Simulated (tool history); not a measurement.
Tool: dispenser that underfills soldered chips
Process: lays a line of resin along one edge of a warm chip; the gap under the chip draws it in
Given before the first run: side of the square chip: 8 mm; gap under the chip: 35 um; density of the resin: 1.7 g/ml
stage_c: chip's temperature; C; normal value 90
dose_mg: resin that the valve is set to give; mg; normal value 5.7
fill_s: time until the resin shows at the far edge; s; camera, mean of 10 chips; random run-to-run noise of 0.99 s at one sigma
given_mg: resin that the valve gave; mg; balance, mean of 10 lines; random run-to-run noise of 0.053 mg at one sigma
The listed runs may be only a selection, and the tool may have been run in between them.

| run | hour | stage_c | dose_mg | fill_s | given_mg |
|---|---|---|---|---|---|
| 1 | 0 | 90 | 5.7 | 114.5 | 5.33 |
|  | 4.5 | dispensing valve cleaned and set on the balance |
| 2 | 6.7 | 90 | 5.7 | 155.8 | 5.69 |
|  | 14.5 | new syringe of resin |
| 3 | 14.5 | 90 | 5.7 | 91.1 | 5.72 |
| 4 | 19.6 | 90 | 5.7 | 122 | 5.57 |
| 5 | 27.9 | 90 | 5.7 | 190.9 | 5.68 |
|  | 31.6 | new syringe of resin |
| 6 | 38.9 | 90 | 5.7 | 139 | 5.58 |
|  | 48.6 | new syringe of resin |
| 7 | 48.6 | 90 | 5.7 | 93.1 | 5.64 |
| 8 | 58.8 | 90 | 5.7 | 157.5 | 5.53 |
|  | 65.4 | new syringe of resin |
| 9 | 65.8 | 90 | 6.27 | 93.7 | 6.07 |
| 10 | 78.2 | 90 | 6.27 | 180.1 | 6.07 |
|  | 82.7 | new syringe of resin |
| 11 | 87.4 | 86 | 6.27 | 136.9 | 6.06 |
| 12 | 97.6 | 86 | 6.27 | 234.2 | 6.04 |
|  | 99.5 | new syringe of resin |
| 13 | 109.4 | 86 | 6.27 | 182.5 | 6.09 |
| 14 | 115.8 | 97 | 6.27 | 169.8 | 5.96 |
|  | 116.9 | new syringe of resin |
| 15 | 124 | 83 | 5.7 | 175.5 | 5.42 |
| 16 | 131.3 | 83 | 5.7 | 262.6 | 5.51 |
|  | 134 | new syringe of resin |
| 17 | 142.9 | 90 | 5.96 | 147.2 | 5.64 |
|  | 150.8 | new syringe of resin |
| 18 | 152.2 | 90 | 5.96 | 99.2 | 5.63 |
|  | 158.6 | dispensing valve cleaned and set on the balance |
| 19 | 158.7 | 96 | 5.88 | 107.8 | 5.81 |
|  | 168.6 | new syringe of resin |
| 20 | 168.6 | 96 | 5.88 | 72.6 | 5.9 |
| 21 | 179.1 | 99 | 6.85 | 114.9 | 6.86 |
|  | 185.6 | new syringe of resin |
| 22 | 186 | 94 | 5.42 | 81.4 | 5.32 |
| 23 | 196.8 | 94 | 5.42 | 144.3 | 5.26 |
|  | 202.2 | new syringe of resin |
| 24 | 209.5 | 75 | 5.01 | 247.3 | 4.86 |
|  | 219.2 | new syringe of resin |
| 25 | 220.5 | 84 | 6.68 | 117.2 | 6.44 |
| 26 | 227.8 | 89 | 6 | 147.6 | 5.98 |
| 27 | 234.2 | 89 | 6 | 205.9 | 5.86 |
|  | 236.1 | new syringe of resin |
| 28 | 240.3 | 81 | 4.99 | 166.6 | 4.89 |
| 29 | 252.2 | 81 | 4.99 | 313.2 | 4.82 |
|  | 253.2 | new syringe of resin |
| 30 | 263.2 | 86 | 5.25 | 185.6 | 5.04 |
| 31 | 269.5 | 86 | 5.25 | 254.5 | 4.99 |
|  | 270.4 | new syringe of resin |
| 32 | 274.9 | 86 | 5.25 | 139.5 | 5.08 |
| 33 | 284.6 | 86 | 7.39 | 216.6 | 7.09 |
|  | 287.4 | new syringe of resin |
| 34 | 296.7 | 88 | 5.87 | 162.5 | 5.64 |
|  | 304.3 | new syringe of resin |
| 35 | 305.4 | 103 | 6.06 | 60.3 | 5.8 |

Consider 4 possible next runs. They are alternatives, not a sequence: every one starts from the tool as it was left by run 35. What does each give?
|  | 312.5 | dispensing valve cleaned and set on the balance |
| A | 314 | 103 | 7.28 | ? | ? |
|  | 312.5 | dispensing valve cleaned and set on the balance |
| B | 314 | 90 | 6.91 | ? | ? |
|  | 312.5 | dispensing valve cleaned and set on the balance |
| C | 314 | 78 | 5.16 | ? | ? |
|  | 312.5 | dispensing valve cleaned and set on the balance |
| D | 314 | 90 | 5.84 | ? | ? |

| run | fill_s | given_mg |
|---|---|---|
| A | 88.7 | 7.35 |
| B | 143 | 6.94 |
| C | 236.8 | 5.17 |
| D | 143.3 | 5.88 |
Had the tool no hidden state, the same runs would have come out as:
| run | fill_s | given_mg |
|---|---|---|
| A | 57.9 | 7.36 |
| B | 93.9 | 6.94 |
| C | 155.5 | 5.18 |
| D | 93.7 | 5.88 |

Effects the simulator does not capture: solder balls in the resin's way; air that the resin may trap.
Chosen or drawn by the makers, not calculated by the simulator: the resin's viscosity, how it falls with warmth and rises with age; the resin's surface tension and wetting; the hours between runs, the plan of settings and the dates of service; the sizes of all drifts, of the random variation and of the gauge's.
